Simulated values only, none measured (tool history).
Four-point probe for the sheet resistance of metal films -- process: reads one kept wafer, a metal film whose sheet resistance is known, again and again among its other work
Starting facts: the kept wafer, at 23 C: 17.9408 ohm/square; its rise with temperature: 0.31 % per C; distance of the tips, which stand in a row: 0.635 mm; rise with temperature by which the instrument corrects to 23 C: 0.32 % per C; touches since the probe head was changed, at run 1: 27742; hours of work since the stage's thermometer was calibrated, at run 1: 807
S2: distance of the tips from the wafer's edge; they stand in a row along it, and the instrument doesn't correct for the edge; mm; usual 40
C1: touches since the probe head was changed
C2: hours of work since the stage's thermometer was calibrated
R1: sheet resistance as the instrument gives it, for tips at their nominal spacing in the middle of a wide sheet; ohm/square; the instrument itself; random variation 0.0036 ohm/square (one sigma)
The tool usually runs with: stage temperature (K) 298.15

run 1 day=0.000 | stage_temperature_(K)=298.15 S2=40 | C1=27742 C2=807 | R1=17.802230
run 2 day=1.483 | stage_temperature_(K)=298.15 S2=40 | C1=29680 C2=833 | R1=17.791211
run 3 day=2.608 | stage_temperature_(K)=298.15 S2=40 | C1=31157 C2=853 | R1=17.787157
run 4 day=3.929 | stage_temperature_(K)=298.15 S2=40 | C1=32884 C2=876 | R1=17.787856
run 5 day=4.900 | stage_temperature_(K)=298.15 S2=40 | C1=34154 C2=893 | R1=17.773178
run 6 day=6.362 | stage_temperature_(K)=298.15 S2=40 | C1=36066 C2=919 | R1=17.770596
run 7 day=7.262 | stage_temperature_(K)=298.15 S2=34 | C1=37243 C2=935 | R1=17.765812
run 8 day=8.075 | stage_temperature_(K)=295.15 S2=40 | C1=38303 C2=949 | R1=17.765080
run 9 day=9.146 | stage_temperature_(K)=298.15 S2=40 | C1=39707 C2=968 | R1=17.756982
run 10 day=10.546 | stage_temperature_(K)=298.15 S2=40 | C1=41540 C2=993 | R1=17.747137
run 11 day=11.779 | stage_temperature_(K)=298.15 S2=40 | C1=43148 C2=1014 | R1=17.751171
run 12 day=13.179 | stage_temperature_(K)=298.15 S2=40 | C1=44982 C2=1039 | R1=17.742494
run 13 day=14.575 | stage_temperature_(K)=298.15 S2=40 | C1=46810 C2=1063 | R1=17.734098
run 14 day=15.612 | stage_temperature_(K)=298.15 S2=40 | C1=48166 C2=1082 | R1=17.731633
run 15 day=16.367 | stage_temperature_(K)=298.15 S2=40 | C1=49152 C2=1095 | R1=17.729380
run 16 day=17.317 | stage_temperature_(K)=298.15 S2=40 | C1=50396 C2=1112 | R1=17.721946
run 17 day=18.392 | stage_temperature_(K)=298.15 S2=40 | C1=51803 C2=1130 | R1=17.725055
run 18 day=19.767 | stage_temperature_(K)=298.15 S2=40 | C1=53597 C2=1155 | R1=17.713957
run 19 day=21.367 | stage_temperature_(K)=298.15 S2=40 | C1=55695 C2=1183 | R1=17.701217
run 20 day=22.867 | stage_temperature_(K)=295.15 S2=18 | C1=57657 C2=1209 | R1=17.714844
run 21 day=23.829 | stage_temperature_(K)=298.15 S2=6 | C1=58913 C2=1226 | R1=17.805870
run 22 day=25.088 | stage_temperature_(K)=299.15 S2=9 | C1=60558 C2=1248 | R1=17.731493
run 23 day=25.946 | stage_temperature_(K)=299.15 S2=9 | C1=61684 C2=1263 | R1=17.725105
run 24 day=26.808 | stage_temperature_(K)=298.15 S2=13 | C1=62811 C2=1278 | R1=17.706933
run 25 day=28.333 | stage_temperature_(K)=293.15 S2=50 | C1=64806 C2=1305 | R1=17.686753
run 26 day=29.054 | stage_temperature_(K)=302.15 S2=4 | C1=65751 C2=1318 | R1=17.904507
run 27 day=30.279 | stage_temperature_(K)=293.15 S2=40 | C1=67349 C2=1339 | R1=17.678414
run 28 day=31.854 | stage_temperature_(K)=303.15 S2=5 | C1=69413 C2=1367 | R1=17.795385
run 29 day=32.604 | stage_temperature_(K)=303.15 S2=5 | C1=70394 C2=1380 | R1=17.803139
run 30 day=34.117 | stage_temperature_(K)=303.15 S2=5 | C1=72372 C2=1407 | R1=17.795508
run 31 day=35.796 | stage_temperature_(K)=292.15 S2=8 | C1=74570 C2=1436 | R1=17.709805
run 32 day=36.600 | stage_temperature_(K)=291.15 S2=42 | C1=75619 C2=1450 | R1=17.649187
-- day=37.629 new probe head fitted
run 33 day=37.946 | stage_temperature_(K)=291.15 S2=42 | C1=418 C2=1473 | R1=18.050068
run 34 day=39.346 | stage_temperature_(K)=291.15 S2=12 | C1=2248 C2=1498 | R1=18.057033
run 35 day=40.562 | stage_temperature_(K)=292.15 S2=9 | C1=3838 C2=1519 | R1=18.076431

4 options for the next run, each taken on its own from the tool as it stands now. Forecast them:
run A day=42.229 | stage_temperature_(K)=295.15 S2=58 | C1=6017 C2=1549 | R1=?
run B day=42.229 | stage_temperature_(K)=299.15 S2=43 | C1=6017 C2=1549 | R1=?
run C day=42.229 | stage_temperature_(K)=303.15 S2=40 | C1=6017 C2=1549 | R1=?
run D day=42.229 | stage_temperature_(K)=297.15 S2=40 | C1=6017 C2=1549 | R1=?

run=A R1=18.023649
run=B R1=18.021885
run=C R1=18.011715
run=D R1=18.020759
Stripped of hidden state, with their random variation kept, the same runs would have yielded:
run=A R1=17.945434
run=B R1=17.943936
run=C R1=17.934061
run=D R1=17.942686

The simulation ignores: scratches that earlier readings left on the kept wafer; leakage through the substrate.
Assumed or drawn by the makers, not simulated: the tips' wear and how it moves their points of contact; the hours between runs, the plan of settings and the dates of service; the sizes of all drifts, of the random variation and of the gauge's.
